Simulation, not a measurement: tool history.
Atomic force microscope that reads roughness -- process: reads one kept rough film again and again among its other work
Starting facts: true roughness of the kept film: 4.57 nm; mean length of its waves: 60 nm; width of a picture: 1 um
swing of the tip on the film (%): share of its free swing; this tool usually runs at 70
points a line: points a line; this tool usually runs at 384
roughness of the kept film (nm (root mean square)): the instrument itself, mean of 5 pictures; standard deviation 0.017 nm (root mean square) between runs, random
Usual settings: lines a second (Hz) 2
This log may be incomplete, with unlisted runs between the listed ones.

run,hour,lines a second (Hz),swing of the tip on the film (%),points a line,roughness of the kept film (nm (root mean square))
1,0,2,70,384,4.017
2,4.3,2,70,384,3.981
3,11.2,2,70,383,3.987
4,17.5,2,70,384,4.011
5,22.5,2,70,384,4.006
6,29.3,2,70,384,4.009
# hour 35.2: new tip fitted
7,39.3,2,70,384,3.97
8,49.4,2,70,384,4.009
9,54.9,2.51,70,384,3.95
10,59.2,3.69,70,384,3.758
11,67.7,2,70,384,4.012
12,78.1,2,70,384,4.021
13,85.8,2,70,384,3.991
14,92.9,2,70,384,4.002
15,99.1,1.14,70,384,4.161
16,108.6,2,70,384,4.043
17,116.6,1.34,70,384,4.142
18,126.9,2,70,592,3.976
19,136.7,2,70,384,4.016
20,146.2,2,76,384,3.851
21,155.6,2,70,986,4.004
22,165.1,2,70,986,4.037
23,172.6,2,70,986,4.045
24,182.7,2,70,425,4.013
25,187,2,70,425,3.997

What will run 26 give?
26,195.6,1.33,57,1006,?

Run 26 produced roughness of the kept film (nm (root mean square)) 4.276.
On a tool with no hidden condition, and with the same random variation, this run would have come out at roughness of the kept film (nm (root mean square)) 4.286.
